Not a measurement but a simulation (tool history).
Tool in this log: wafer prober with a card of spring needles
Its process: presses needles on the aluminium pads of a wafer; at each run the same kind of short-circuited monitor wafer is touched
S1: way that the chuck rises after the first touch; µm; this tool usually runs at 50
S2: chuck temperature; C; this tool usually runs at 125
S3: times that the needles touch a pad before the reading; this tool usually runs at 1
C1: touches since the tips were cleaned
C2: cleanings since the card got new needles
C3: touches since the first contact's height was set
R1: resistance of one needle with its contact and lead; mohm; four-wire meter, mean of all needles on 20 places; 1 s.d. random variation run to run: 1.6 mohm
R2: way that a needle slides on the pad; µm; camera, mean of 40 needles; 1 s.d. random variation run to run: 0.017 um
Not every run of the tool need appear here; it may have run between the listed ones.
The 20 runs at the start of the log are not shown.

{"run": 21, "hour": 170.1, "S1": 32, "S2": 125, "S3": 2, "C1": 5336, "C2": 9, "C3": 92835, "R1": 344, "R2": 4.72}
{"run": 22, "hour": 181.3, "S1": 36, "S2": 31, "S3": 1, "C1": 7262, "C2": 9, "C3": 94761, "R1": 455, "R2": 5.3}
{"run": 23, "hour": 189.8, "S1": 50, "S2": 34, "S3": 3, "C1": 8710, "C2": 9, "C3": 96209, "R1": 208, "R2": 7.44}
{"hour": 191.0, "done": "tips cleaned on abrasive film"}
{"run": 24, "hour": 196.7, "S1": 43, "S2": 125, "S3": 1, "C1": 973, "C2": 10, "C3": 97363, "R1": 225, "R2": 6.32}
{"run": 25, "hour": 205.9, "S1": 42, "S2": 46, "S3": 3, "C1": 2551, "C2": 10, "C3": 98941, "R1": 200, "R2": 6.18}
{"run": 26, "hour": 216.5, "S1": 35, "S2": 125, "S3": 2, "C1": 4364, "C2": 10, "C3": 100754, "R1": 304, "R2": 5.13}
{"run": 27, "hour": 226.9, "S1": 34, "S2": 59, "S3": 2, "C1": 6149, "C2": 10, "C3": 102539, "R1": 346, "R2": 4.98}
{"run": 28, "hour": 234.2, "S1": 50, "S2": 78, "S3": 1, "C1": 7386, "C2": 10, "C3": 103776, "R1": 307, "R2": 7.42}
{"hour": 243.2, "done": "tips cleaned on abrasive film"}
{"run": 29, "hour": 244.4, "S1": 50, "S2": 82, "S3": 1, "C1": 197, "C2": 11, "C3": 105508, "R1": 181, "R2": 7.4}
{"run": 30, "hour": 250.0, "S1": 50, "S2": 43, "S3": 1, "C1": 1156, "C2": 11, "C3": 106467, "R1": 204, "R2": 7.41}
{"run": 31, "hour": 256.4, "S1": 47, "S2": 26, "S3": 1, "C1": 2259, "C2": 11, "C3": 107570, "R1": 254, "R2": 6.95}
{"run": 32, "hour": 263.2, "S1": 47, "S2": 26, "S3": 1, "C1": 3408, "C2": 11, "C3": 108719, "R1": 280, "R2": 6.93}
{"run": 33, "hour": 274.5, "S1": 47, "S2": 26, "S3": 1, "C1": 5347, "C2": 11, "C3": 110658, "R1": 316, "R2": 6.94}
{"run": 34, "hour": 279.9, "S1": 45, "S2": 125, "S3": 2, "C1": 6276, "C2": 11, "C3": 111587, "R1": 257, "R2": 6.64}
{"run": 35, "hour": 284.8, "S1": 50, "S2": 65, "S3": 1, "C1": 7105, "C2": 11, "C3": 112416, "R1": 307, "R2": 7.43}

4 ways to go on from here, each from the tool as it stands after run 35. What would each give?
{"run": "A", "hour": 293.6, "S1": 50, "S2": 104, "S3": 1, "C1": 8612, "C2": 11, "C3": 113923, "R1": "?", "R2": "?"}
{"run": "B", "hour": 293.6, "S1": 47, "S2": 106, "S3": 2, "C1": 8612, "C2": 11, "C3": 113923, "R1": "?", "R2": "?"}
{"run": "C", "hour": 293.6, "S1": 46, "S2": 90, "S3": 1, "C1": 8612, "C2": 11, "C3": 113923, "R1": "?", "R2": "?"}
{"run": "D", "hour": 293.6, "S1": 35, "S2": 59, "S3": 1, "C1": 8612, "C2": 11, "C3": 113923, "R1": "?", "R2": "?"}

run=A R1=314 R2=7.37
run=B R1=262 R2=6.94
run=C R1=343 R2=6.83
run=D R1=486 R2=5.10
What these runs would have given with no unlogged condition in the tool:
run=A R1=156 R2=7.53
run=B R1=156 R2=7.11
run=C R1=154 R2=6.99
run=D R1=153 R2=5.27
